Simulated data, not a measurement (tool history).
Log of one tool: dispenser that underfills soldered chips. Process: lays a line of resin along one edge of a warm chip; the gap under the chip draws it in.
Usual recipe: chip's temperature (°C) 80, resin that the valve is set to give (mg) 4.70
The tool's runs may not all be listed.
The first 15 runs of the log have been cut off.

run,hour,chip's temperature (°C),resin that the valve is set to give (mg),hours of work since the syringe was changed,hours of work since the valve was cleaned,hours of work since the stage was calibrated,time until the resin shows at the far edge (s),resin that the valve gave (mg)
16,60.2,80,4.70,7,14,172,23.8,4.62
# hour 63.1: new syringe of resin
17,64.4,80,4.70,1,17,175,20.7,4.65
18,68.2,80,4.70,4,20,178,23.1,4.62
19,71.0,80,4.70,6,22,180,24.7,4.67
# hour 74.8: new syringe of resin
20,76.7,80,4.78,1,26,184,20.9,4.74
21,80.3,89,5.92,4,29,187,15.8,5.79
22,85.1,89,5.92,8,33,190,17.0,5.74
# hour 86.6: new syringe of resin
23,87.8,85,5.52,1,34,192,16.2,5.41
24,91.6,85,5.52,4,37,195,17.7,5.39
25,95.2,71,5.34,6,40,197,36.6,5.15
26,97.5,80,5.58,8,42,199,27.1,5.37
# hour 98.6: new syringe of resin
27,101.4,80,5.58,2,44,202,21.2,5.43
28,107.0,72,5.90,6,49,206,35.2,5.70
29,109.5,67,5.99,8,51,208,47.5,5.68
# hour 110.7: new syringe of resin
30,113.9,70,4.42,2,54,211,33.8,4.25
31,118.9,70,4.42,6,57,215,38.7,4.20
# hour 122.6: new syringe of resin
32,122.6,70,4.42,0,60,217,32.6,4.22
33,125.9,79,4.13,2,62,220,23.4,3.91
34,130.5,82,4.70,6,66,223,23.6,4.45
# hour 134.7: new syringe of resin
35,136.4,93,4.58,1,70,227,12.3,4.28
36,139.5,72,5.51,4,72,230,31.8,5.14
# hour 143.6: dispensing valve cleaned and set on the balance
37,143.6,93,5.38,6,0,232,13.6,5.38

Here are 3 independent what-if runs from the current tool condition. What would each one return?
# hour 147.4: new syringe of resin
A,147.9,84,4.70,0,3,235,?,?
# hour 147.4: new syringe of resin
B,147.9,70,5.79,0,3,235,?,?
# hour 147.4: new syringe of resin
C,147.9,79,5.04,0,3,235,?,?

run,time until the resin shows at the far edge (s),resin that the valve gave (mg)
A,17.7,4.66
B,30.7,5.79
C,20.7,5.03
The same runs, with their run-to-run variation unchanged, on a tool lacking any hidden condition would have given:
run,time until the resin shows at the far edge (s),resin that the valve gave (mg)
A,16.4,4.67
B,28.3,5.81
C,19.2,5.04

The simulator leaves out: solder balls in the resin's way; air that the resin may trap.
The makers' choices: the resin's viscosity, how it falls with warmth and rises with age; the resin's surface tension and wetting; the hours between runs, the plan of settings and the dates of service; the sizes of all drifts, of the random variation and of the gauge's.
